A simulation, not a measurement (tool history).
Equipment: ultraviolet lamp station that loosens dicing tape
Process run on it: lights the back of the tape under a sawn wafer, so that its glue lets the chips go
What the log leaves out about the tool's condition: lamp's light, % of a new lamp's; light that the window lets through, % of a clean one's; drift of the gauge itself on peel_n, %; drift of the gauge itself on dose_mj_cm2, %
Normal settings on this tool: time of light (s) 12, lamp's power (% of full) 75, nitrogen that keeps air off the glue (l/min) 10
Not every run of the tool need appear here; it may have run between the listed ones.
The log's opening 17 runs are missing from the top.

run	day	time of light (s)	lamp's power (% of full)	nitrogen that keeps air off the glue (l/min)	hours of work of the lamp	hours of work since the window was cleaned	force that peels the tape off (N)	light that reached the tape (J/m2)
18	19.562	12	75	10	993	529	0.921	3740
19	20.333	12	75	10	1002	538	0.924	3730
20	21.492	12	75	10	1016	551	0.943	3700
21	22.488	12	75	10	1028	563	0.982	3740
22	23.958	12	75	10	1045	580	0.962	3720
23	25.279	12	75	13	1061	596	0.833	3650
24	26.625	12	75	13	1076	612	0.877	3660
25	27.762	19	75	7	1090	625	0.505	5740
26	29.367	19	75	7	1109	644	0.513	5790
# day 30.442: window cleaned of glue's vapour
27	30.704	12	92	5	1124	3	0.996	4600
28	31.925	12	92	5	1139	17	1.019	4650
29	32.717	12	92	5	1148	27	1.055	4640
30	33.688	12	92	5	1159	38	1.045	4590
31	35.371	12	92	5	1179	58	1.016	4570
32	36.133	12	92	5	1188	67	1.029	4530
33	37.183	12	92	5	1201	79	1.056	4490
34	38.688	12	92	5	1218	97	1.033	4490
35	39.688	12	92	5	1230	109	1.041	4490
36	40.817	12	92	5	1243	122	1.073	4450
37	42.525	18	69	9	1264	142	0.586	5000
38	44.208	14	75	8	1283	162	0.884	4170
39	45.275	14	93	8	1296	175	0.587	5150
40	46.225	13	75	10	1307	186	0.910	3830
41	47.483	7	81	6	1322	201	2.290	2250
42	48.946	18	75	15	1339	218	0.347	5270

Run 43 has not been measured yet. What should we expect?
43	50.350	18	75	11	1356	234	?	?

Run 43 gave force that peels the tape off (N) 0.442, light that reached the tape (J/m2) 5230.
Without the tool's hidden state the same run would have given force that peels the tape off (N) 0.182, light that reached the tape (J/m2) 7500.
